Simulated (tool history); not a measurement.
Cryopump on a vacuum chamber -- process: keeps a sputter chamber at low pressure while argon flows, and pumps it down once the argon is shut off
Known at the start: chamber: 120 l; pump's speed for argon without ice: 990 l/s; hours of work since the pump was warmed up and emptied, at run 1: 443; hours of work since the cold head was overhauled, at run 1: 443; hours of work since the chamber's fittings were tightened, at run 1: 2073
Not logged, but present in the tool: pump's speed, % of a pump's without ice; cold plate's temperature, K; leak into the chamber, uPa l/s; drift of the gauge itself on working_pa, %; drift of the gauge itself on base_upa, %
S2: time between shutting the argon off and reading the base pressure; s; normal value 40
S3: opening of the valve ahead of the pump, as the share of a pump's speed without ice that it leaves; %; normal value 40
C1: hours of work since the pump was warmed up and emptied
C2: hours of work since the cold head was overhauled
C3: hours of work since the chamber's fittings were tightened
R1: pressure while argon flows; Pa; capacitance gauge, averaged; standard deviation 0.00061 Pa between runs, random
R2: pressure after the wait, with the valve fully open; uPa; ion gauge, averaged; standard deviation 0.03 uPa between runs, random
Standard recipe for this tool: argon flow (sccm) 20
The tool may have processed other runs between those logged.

{"run": 1, "hour": 0.0, "argon flow (sccm)": 20, "S2": 40, "S3": 40, "C1": 443, "C2": 443, "C3": 2073, "R1": 0.0901, "R2": 3.82}
{"run": 2, "hour": 24.1, "argon flow (sccm)": 20, "S2": 40, "S3": 40, "C1": 455, "C2": 455, "C3": 2085, "R1": 0.0883, "R2": 3.77}
{"run": 3, "hour": 36.7, "argon flow (sccm)": 20, "S2": 40, "S3": 40, "C1": 462, "C2": 462, "C3": 2091, "R1": 0.0899, "R2": 3.77}
{"run": 4, "hour": 59.1, "argon flow (sccm)": 20, "S2": 40, "S3": 40, "C1": 473, "C2": 473, "C3": 2102, "R1": 0.0899, "R2": 3.94}
{"run": 5, "hour": 77.7, "argon flow (sccm)": 9, "S2": 40, "S3": 40, "C1": 482, "C2": 482, "C3": 2112, "R1": 0.0399, "R2": 3.87}
{"run": 6, "hour": 106.1, "argon flow (sccm)": 9, "S2": 40, "S3": 40, "C1": 496, "C2": 496, "C3": 2126, "R1": 0.0407, "R2": 3.89}
{"run": 7, "hour": 131.2, "argon flow (sccm)": 20, "S2": 260, "S3": 40, "C1": 509, "C2": 509, "C3": 2138, "R1": 0.0907, "R2": 2.85}
{"run": 8, "hour": 146.3, "argon flow (sccm)": 20, "S2": 28, "S3": 40, "C1": 516, "C2": 516, "C3": 2146, "R1": 0.0905, "R2": 4.4}
{"run": 9, "hour": 158.4, "argon flow (sccm)": 20, "S2": 28, "S3": 40, "C1": 523, "C2": 523, "C3": 2152, "R1": 0.0902, "R2": 4.44}
{"run": 10, "hour": 173.0, "argon flow (sccm)": 20, "S2": 28, "S3": 40, "C1": 530, "C2": 530, "C3": 2159, "R1": 0.0895, "R2": 4.51}
{"run": 11, "hour": 190.3, "argon flow (sccm)": 29, "S2": 28, "S3": 40, "C1": 539, "C2": 539, "C3": 2168, "R1": 0.1316, "R2": 4.37}
{"run": 12, "hour": 204.4, "argon flow (sccm)": 20, "S2": 40, "S3": 40, "C1": 546, "C2": 546, "C3": 2175, "R1": 0.0907, "R2": 3.91}
{"run": 13, "hour": 226.1, "argon flow (sccm)": 20, "S2": 40, "S3": 40, "C1": 556, "C2": 556, "C3": 2186, "R1": 0.0898, "R2": 3.91}
{"run": 14, "hour": 241.8, "argon flow (sccm)": 20, "S2": 40, "S3": 40, "C1": 564, "C2": 564, "C3": 2194, "R1": 0.0917, "R2": 4.06}
{"run": 15, "hour": 269.3, "argon flow (sccm)": 20, "S2": 40, "S3": 40, "C1": 578, "C2": 578, "C3": 2207, "R1": 0.0918, "R2": 4.13}
{"run": 16, "hour": 281.8, "argon flow (sccm)": 20, "S2": 40, "S3": 40, "C1": 584, "C2": 584, "C3": 2214, "R1": 0.0895, "R2": 4.05}
{"run": 17, "hour": 302.9, "argon flow (sccm)": 20, "S2": 40, "S3": 40, "C1": 595, "C2": 595, "C3": 2224, "R1": 0.0897, "R2": 4.05}
{"run": 18, "hour": 330.3, "argon flow (sccm)": 20, "S2": 217, "S3": 40, "C1": 608, "C2": 608, "C3": 2238, "R1": 0.0919, "R2": 3.15}
{"run": 19, "hour": 348.2, "argon flow (sccm)": 20, "S2": 217, "S3": 40, "C1": 617, "C2": 617, "C3": 2247, "R1": 0.0907, "R2": 3.08}
{"run": 20, "hour": 363.7, "argon flow (sccm)": 16, "S2": 143, "S3": 53, "C1": 625, "C2": 625, "C3": 2255, "R1": 0.057, "R2": 3.24}
{"run": 21, "hour": 384.3, "argon flow (sccm)": 20, "S2": 158, "S3": 36, "C1": 635, "C2": 635, "C3": 2265, "R1": 0.1017, "R2": 3.23}
{"run": 22, "hour": 409.6, "argon flow (sccm)": 11, "S2": 115, "S3": 28, "C1": 648, "C2": 648, "C3": 2278, "R1": 0.0709, "R2": 3.4}
{"run": 23, "hour": 428.3, "argon flow (sccm)": 16, "S2": 115, "S3": 21, "C1": 657, "C2": 657, "C3": 2287, "R1": 0.1345, "R2": 3.42}
{"run": 24, "hour": 454.0, "argon flow (sccm)": 16, "S2": 115, "S3": 21, "C1": 670, "C2": 670, "C3": 2300, "R1": 0.1363, "R2": 3.4}
{"run": 25, "hour": 471.0, "argon flow (sccm)": 16, "S2": 115, "S3": 21, "C1": 679, "C2": 679, "C3": 2308, "R1": 0.1358, "R2": 3.4}
{"run": 26, "hour": 493.3, "argon flow (sccm)": 16, "S2": 41, "S3": 20, "C1": 690, "C2": 690, "C3": 2319, "R1": 0.1415, "R2": 4.27}
{"run": 27, "hour": 520.2, "argon flow (sccm)": 16, "S2": 41, "S3": 20, "C1": 703, "C2": 703, "C3": 2333, "R1": 0.1417, "R2": 4.23}
{"run": 28, "hour": 544.0, "argon flow (sccm)": 20, "S2": 52, "S3": 40, "C1": 715, "C2": 715, "C3": 2345, "R1": 0.0926, "R2": 4.03}
{"hour": 555.3, "done": "pump warmed up, emptied and cooled again"}
{"run": 29, "hour": 578.1, "argon flow (sccm)": 20, "S2": 35, "S3": 30, "C1": 11, "C2": 730, "C3": 2359, "R1": 0.1145, "R2": 3.95}
{"run": 30, "hour": 600.1, "argon flow (sccm)": 20, "S2": 35, "S3": 23, "C1": 22, "C2": 741, "C3": 2370, "R1": 0.1488, "R2": 4.03}
{"run": 31, "hour": 624.5, "argon flow (sccm)": 20, "S2": 79, "S3": 34, "C1": 35, "C2": 753, "C3": 2383, "R1": 0.1012, "R2": 3.32}
{"run": 32, "hour": 647.0, "argon flow (sccm)": 16, "S2": 140, "S3": 50, "C1": 46, "C2": 764, "C3": 2394, "R1": 0.0552, "R2": 3.02}
{"run": 33, "hour": 674.6, "argon flow (sccm)": 11, "S2": 140, "S3": 15, "C1": 60, "C2": 778, "C3": 2408, "R1": 0.1255, "R2": 3.08}

Pick out some run-to-run changes in R1. Of each, how much would a tool without hidden state show as well, from the settings, what came in and chance, and how much is left for the hidden state and any gauge scatter not in both results compared?
Run 6 -> 7: argon flow (sccm) 9 -> 20, S2 40 -> 260. R1 +0.0500 Pa: hidden state +0.0027, all else +0.0473.
Run 21 -> 22: argon flow (sccm) 20 -> 11, S2 158 -> 115, S3 36 -> 28. R1 -0.0308 Pa: hidden state -0.0027, all else -0.0281.
Run 22 -> 23: argon flow (sccm) 11 -> 16, S3 28 -> 21. R1 +0.0636 Pa: hidden state +0.0016, all else +0.0620.
Run 28 -> 29: S2 52 -> 35, S3 40 -> 30, pump warmed up, emptied and cooled again. R1 +0.0219 Pa: hidden state -0.0064, all else +0.0283.
Run 32 -> 33: argon flow (sccm) 16 -> 11, S3 50 -> 15. R1 +0.0703 Pa: hidden state -0.0003, all else +0.0706.
